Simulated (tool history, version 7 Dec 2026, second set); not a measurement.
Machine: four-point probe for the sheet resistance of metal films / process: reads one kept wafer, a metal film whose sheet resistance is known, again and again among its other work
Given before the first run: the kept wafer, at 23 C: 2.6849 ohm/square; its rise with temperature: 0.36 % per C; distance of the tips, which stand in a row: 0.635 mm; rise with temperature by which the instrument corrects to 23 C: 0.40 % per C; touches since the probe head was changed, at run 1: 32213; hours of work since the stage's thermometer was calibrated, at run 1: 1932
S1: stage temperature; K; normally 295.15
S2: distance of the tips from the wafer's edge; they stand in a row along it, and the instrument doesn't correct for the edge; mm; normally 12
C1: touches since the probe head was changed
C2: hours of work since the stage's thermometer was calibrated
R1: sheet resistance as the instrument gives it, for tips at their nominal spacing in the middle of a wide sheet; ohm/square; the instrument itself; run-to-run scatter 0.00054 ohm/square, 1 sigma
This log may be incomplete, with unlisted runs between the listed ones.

run,hour,S1,S2,C1,C2,R1
1,0.0,295.15,12,32213,1932,2.694179
2,49.0,295.15,12,32782,1956,2.694490
3,100.1,295.15,12,33377,1982,2.693561
4,151.6,295.15,17,33976,2007,2.691549
5,219.6,306.15,12,34767,2041,2.680660
6,289.8,306.15,12,35584,2075,2.681512
7,356.3,295.15,12,36357,2108,2.693469
# hour 362.8: stage's thermometer calibrated
8,411.0,295.15,12,36988,24,2.689641
9,457.3,295.15,5,37526,47,2.707882
10,500.3,292.15,5,38027,68,2.712543
11,547.9,292.15,5,38580,91,2.712466
12,590.4,297.15,33,39075,112,2.683781
13,632.4,297.15,33,39563,133,2.683578
# hour 701.3: stage's thermometer calibrated, once more
14,702.5,294.15,9,40372,1,2.708692
15,757.8,307.15,15,41017,28,2.688248
16,823.4,307.15,15,41779,60,2.687972
17,868.0,293.15,15,42298,82,2.703934
18,898.3,301.15,6,42650,97,2.708041

Run 19 is up next; what results do you expect?
19,931.4,304.15,5,43035,114,?

R1: 2.712286 ohm/square
Had the tool carried no hidden state, the very same run would have given R1 2.698792 ohm/square.

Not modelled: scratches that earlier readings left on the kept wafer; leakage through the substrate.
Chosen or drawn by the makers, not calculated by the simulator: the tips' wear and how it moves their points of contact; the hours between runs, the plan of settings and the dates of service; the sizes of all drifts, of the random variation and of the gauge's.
